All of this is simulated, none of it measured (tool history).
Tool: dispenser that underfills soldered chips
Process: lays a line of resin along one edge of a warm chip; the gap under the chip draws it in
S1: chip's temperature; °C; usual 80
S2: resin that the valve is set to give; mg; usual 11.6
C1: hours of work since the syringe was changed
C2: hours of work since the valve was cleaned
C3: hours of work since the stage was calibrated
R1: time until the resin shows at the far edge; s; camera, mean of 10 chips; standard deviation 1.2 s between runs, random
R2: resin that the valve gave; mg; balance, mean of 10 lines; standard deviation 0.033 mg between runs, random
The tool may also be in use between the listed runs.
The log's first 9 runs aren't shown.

| run | day | S1 | S2 | C1 | C2 | C3 | R1 | R2 |
|---|---|---|---|---|---|---|---|---|
| 10 | 2.067 | 80 | 11.6 | 5 | 30 | 159 | 159.7 | 11.33 |
|  | 2.242 | new syringe of resin |
| 11 | 2.275 | 66 | 11.6 | 1 | 34 | 162 | 218.2 | 11.19 |
| 12 | 2.45 | 66 | 11.6 | 4 | 37 | 166 | 271.5 | 11.21 |
| 13 | 2.583 | 80 | 11.6 | 7 | 40 | 168 | 172.7 | 11.17 |
|  | 2.688 | new syringe of resin |
| 14 | 2.817 | 80 | 11.6 | 2 | 44 | 172 | 136.3 | 11.18 |
| 15 | 2.95 | 80 | 11.6 | 5 | 46 | 175 | 158.1 | 11.12 |
| 16 | 3.092 | 80 | 14.9 | 8 | 49 | 178 | 175.5 | 14.26 |
|  | 3.142 | new syringe of resin |
| 17 | 3.421 | 80 | 14.9 | 5 | 55 | 184 | 153.2 | 14.2 |
|  | 3.6 | new syringe of resin |
| 18 | 3.612 | 80 | 14.9 | 0 | 58 | 187 | 114.9 | 14.16 |
| 19 | 3.742 | 95 | 11.9 | 3 | 61 | 190 | 75.8 | 11.33 |
| 20 | 3.971 | 86 | 13.4 | 7 | 65 | 194 | 135.9 | 12.65 |
|  | 4.058 | new syringe of resin |
| 21 | 4.2 | 89 | 10.8 | 3 | 69 | 198 | 101.7 | 10.12 |
|  | 4.333 | dispensing valve cleaned and set on the balance |
| 22 | 4.446 | 86 | 13.2 | 7 | 2 | 202 | 131.3 | 13.12 |
|  | 4.558 | new syringe of resin |
| 23 | 4.596 | 86 | 13.2 | 1 | 5 | 205 | 97.3 | 13.13 |
| 24 | 4.904 | 86 | 13.2 | 7 | 11 | 210 | 133.5 | 13.07 |
|  | 5.029 | new syringe of resin |
| 25 | 5.104 | 87 | 10.8 | 1 | 14 | 214 | 99.9 | 10.72 |
| 26 | 5.412 | 80 | 12.3 | 7 | 20 | 220 | 178.2 | 12.11 |
|  | 5.492 | new syringe of resin |
| 27 | 5.629 | 75 | 10.5 | 3 | 24 | 224 | 178.9 | 10.31 |
| 28 | 5.888 | 70 | 11.6 | 8 | 29 | 229 | 286.6 | 11.29 |
|  | 5.938 | new syringe of resin |
| 29 | 6.05 | 87 | 12.9 | 2 | 32 | 231 | 99.2 | 12.56 |
| 30 | 6.333 | 85 | 12.7 | 8 | 37 | 237 | 149.4 | 12.26 |
|  | 6.383 | new syringe of resin |
| 31 | 6.554 | 85 | 12.7 | 3 | 41 | 241 | 114.8 | 12.21 |
| 32 | 6.771 | 85 | 12.7 | 7 | 45 | 245 | 146 | 12.18 |

Run 33 comes next. What will it give?
|  | 6.833 | new syringe of resin |
| 33 | 7.062 | 85 | 12.7 | 4 | 50 | 250 | ? | ? |

Run 33 produced R1 126 s, R2 12.12 mg.
Minus the tool's unlogged condition, the same run would have read R1 90.7 s, R2 12.7 mg.
